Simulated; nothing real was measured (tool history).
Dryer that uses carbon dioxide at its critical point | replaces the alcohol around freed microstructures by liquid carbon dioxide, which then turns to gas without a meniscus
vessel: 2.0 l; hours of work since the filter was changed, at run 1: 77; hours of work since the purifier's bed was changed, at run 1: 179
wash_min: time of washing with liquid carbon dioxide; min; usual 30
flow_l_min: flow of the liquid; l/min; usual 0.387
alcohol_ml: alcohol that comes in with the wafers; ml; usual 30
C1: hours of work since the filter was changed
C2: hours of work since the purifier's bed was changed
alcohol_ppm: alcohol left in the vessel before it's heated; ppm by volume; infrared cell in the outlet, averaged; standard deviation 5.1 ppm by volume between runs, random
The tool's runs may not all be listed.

Run 1, hour 0.0: usual settings; C1 77; C2 179. Result: alcohol_ppm 122 ppm by volume.
Run 2, hour 20.2: usual settings; C1 87; C2 189. Result: alcohol_ppm 117 ppm by volume.
Run 3, hour 38.3: usual settings; C1 96; C2 198. Result: alcohol_ppm 134 ppm by volume.
Run 4, hour 54.2: usual settings; C1 104; C2 206. Result: alcohol_ppm 139 ppm by volume.
Run 5, hour 89.9: usual settings but alcohol_ml 27 ml; C1 121; C2 224. Result: alcohol_ppm 133 ppm by volume.
Run 6, hour 122.7: usual settings but flow_l_min 0.370 l/min, alcohol_ml 27 ml; C1 137; C2 240. Result: alcohol_ppm 158 ppm by volume.
Run 7, hour 141.3: usual settings but flow_l_min 0.370 l/min, alcohol_ml 27 ml; C1 147; C2 249. Result: alcohol_ppm 157 ppm by volume.
Run 8, hour 170.4: usual settings but flow_l_min 0.370 l/min, alcohol_ml 27 ml; C1 161; C2 264. Result: alcohol_ppm 177 ppm by volume.
Run 9, hour 206.9: usual settings but flow_l_min 0.241 l/min; C1 179; C2 282. Result: alcohol_ppm 680 ppm by volume.
Run 10, hour 241.5: usual settings but flow_l_min 0.241 l/min; C1 196; C2 299. Result: alcohol_ppm 715 ppm by volume.
Run 11, hour 256.9: usual settings but flow_l_min 0.620 l/min; C1 204; C2 306. Result: alcohol_ppm 95 ppm by volume.
Run 12, hour 287.6: usual settings but flow_l_min 0.620 l/min, alcohol_ml 47 ml; C1 219; C2 322. Result: alcohol_ppm 112 ppm by volume.
Run 13, hour 314.8: usual settings but alcohol_ml 42 ml; C1 233; C2 335. Result: alcohol_ppm 224 ppm by volume.
At hour 329.4: inlet filter changed.
Run 14, hour 347.7: usual settings; C1 9; C2 351. Result: alcohol_ppm 152 ppm by volume.
Run 15, hour 376.7: usual settings; C1 23; C2 365. Result: alcohol_ppm 166 ppm by volume.
Run 16, hour 407.8: usual settings but wash_min 37 min, flow_l_min 0.336 l/min; C1 39; C2 381. Result: alcohol_ppm 151 ppm by volume.
Run 17, hour 429.2: usual settings but wash_min 37 min, flow_l_min 0.336 l/min; C1 49; C2 391. Result: alcohol_ppm 164 ppm by volume.
Run 18, hour 459.1: usual settings but alcohol_ml 70 ml; C1 64; C2 406. Result: alcohol_ppm 264 ppm by volume.
Run 19, hour 477.7: usual settings but wash_min 29 min, flow_l_min 0.245 l/min, alcohol_ml 57 ml; C1 73; C2 415. Result: alcohol_ppm 1174 ppm by volume.
Run 20, hour 496.1: usual settings but wash_min 39 min, flow_l_min 0.351 l/min; C1 82; C2 424. Result: alcohol_ppm 154 ppm by volume.
Run 21, hour 527.6: usual settings but alcohol_ml 80 ml; C1 98; C2 440. Result: alcohol_ppm 308 ppm by volume.
Run 22, hour 549.3: usual settings but wash_min 34 min, flow_l_min 0.316 l/min, alcohol_ml 31 ml; C1 109; C2 451. Result: alcohol_ppm 246 ppm by volume.
Run 23, hour 565.1: usual settings but flow_l_min 0.357 l/min, alcohol_ml 44 ml; C1 117; C2 458. Result: alcohol_ppm 292 ppm by volume.
Run 24, hour 596.2: usual settings but flow_l_min 0.470 l/min; C1 132; C2 474. Result: alcohol_ppm 163 ppm by volume.
Run 25, hour 627.5: usual settings but wash_min 48 min, flow_l_min 0.395 l/min; C1 147; C2 489. Result: alcohol_ppm 152 ppm by volume.
Run 26, hour 663.9: usual settings but wash_min 48 min, flow_l_min 0.395 l/min; C1 165; C2 507. Result: alcohol_ppm 158 ppm by volume.
Run 27, hour 688.2: usual settings but wash_min 47 min, flow_l_min 0.542 l/min, alcohol_ml 114 ml; C1 178; C2 519. Result: alcohol_ppm 165 ppm by volume.
Run 28, hour 712.1: usual settings but wash_min 47 min, flow_l_min 0.593 l/min, alcohol_ml 48 ml; C1 189; C2 531. Result: alcohol_ppm 160 ppm by volume.
Run 29, hour 733.2: usual settings but wash_min 27 min, flow_l_min 0.636 l/min, alcohol_ml 22 ml; C1 200; C2 541. Result: alcohol_ppm 177 ppm by volume.
Run 30, hour 751.3: usual settings but wash_min 27 min, flow_l_min 0.316 l/min, alcohol_ml 81 ml; C1 209; C2 550. Result: alcohol_ppm 1067 ppm by volume.

Branching from run 30: 4 alternative next runs. What would each branch give?
Run A, hour 775.0: usual settings but flow_l_min 0.480 l/min; C1 220; C2 562. Result: alcohol_ppm ?.
Run B, hour 775.0: usual settings but wash_min 38 min, flow_l_min 0.316 l/min, alcohol_ml 81 ml; C1 220; C2 562. Result: alcohol_ppm ?.
Run C, hour 775.0: usual settings but wash_min 29 min, flow_l_min 0.316 l/min, alcohol_ml 81 ml; C1 220; C2 562. Result: alcohol_ppm ?.
Run D, hour 775.0: usual settings but wash_min 27 min, flow_l_min 0.267 l/min, alcohol_ml 81 ml; C1 220; C2 562. Result: alcohol_ppm ?.

run  alcohol_ppm
  A          206
  B          375
  C          868
  D         1874
Without the tool's unlogged condition, the same runs would have read:
run  alcohol_ppm
  A           26
  B          133
  C          496
  D         1302
